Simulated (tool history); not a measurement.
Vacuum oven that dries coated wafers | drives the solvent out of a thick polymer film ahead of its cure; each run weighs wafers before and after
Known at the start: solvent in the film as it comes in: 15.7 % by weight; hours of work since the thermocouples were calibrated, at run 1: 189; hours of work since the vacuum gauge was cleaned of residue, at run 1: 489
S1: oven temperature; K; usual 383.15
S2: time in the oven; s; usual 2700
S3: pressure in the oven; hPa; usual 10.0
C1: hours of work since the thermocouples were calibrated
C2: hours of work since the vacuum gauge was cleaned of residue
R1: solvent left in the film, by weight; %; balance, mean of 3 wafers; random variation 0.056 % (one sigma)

run    day      S1    S2    S3   C1   C2    R1
  1  0.000  383.15  2700  10.0  189  489  2.78
  2  0.633  383.15  2700  10.0  200  501  2.66
  3  1.079  383.15  2700  10.0  208  508  2.82
     1.229  -- oven's thermocouples calibrated
  4  1.788  386.15  2700  10.0   10  519  2.17
  5  2.467  386.15  2700  10.0   22  531  2.17
  6  3.083  383.15  2700  10.9   32  542  2.74
  7  3.417  383.15  2700  10.9   38  548  2.79
  8  3.867  383.15  3480  34.0   46  556  5.08
  9  4.192  383.15  3480  34.0   52  561  5.05
     4.467  -- oven's thermocouples calibrated, once more
 10  4.779  385.15  4560  23.7    5  570  3.38
 11  5.417  385.15  2100  14.5   17  581  3.62

4 ways to go on from here, each from the tool as it stands after run 11. What would each give?
  A  5.792  370.15  2700  15.8  23  588   ?
  B  5.792  397.15  4560  14.5  23  588   ?
  C  5.792  382.15  2460   9.9  23  588   ?
  D  5.792  379.15  2280   7.5  23  588   ?

run    R1
  A  7.42
  B  1.43
  C  3.31
  D  4.16
Without the tool's hidden state the same runs would have given:
run    R1
  A  7.12
  B  1.25
  C  3.07
  D  3.91
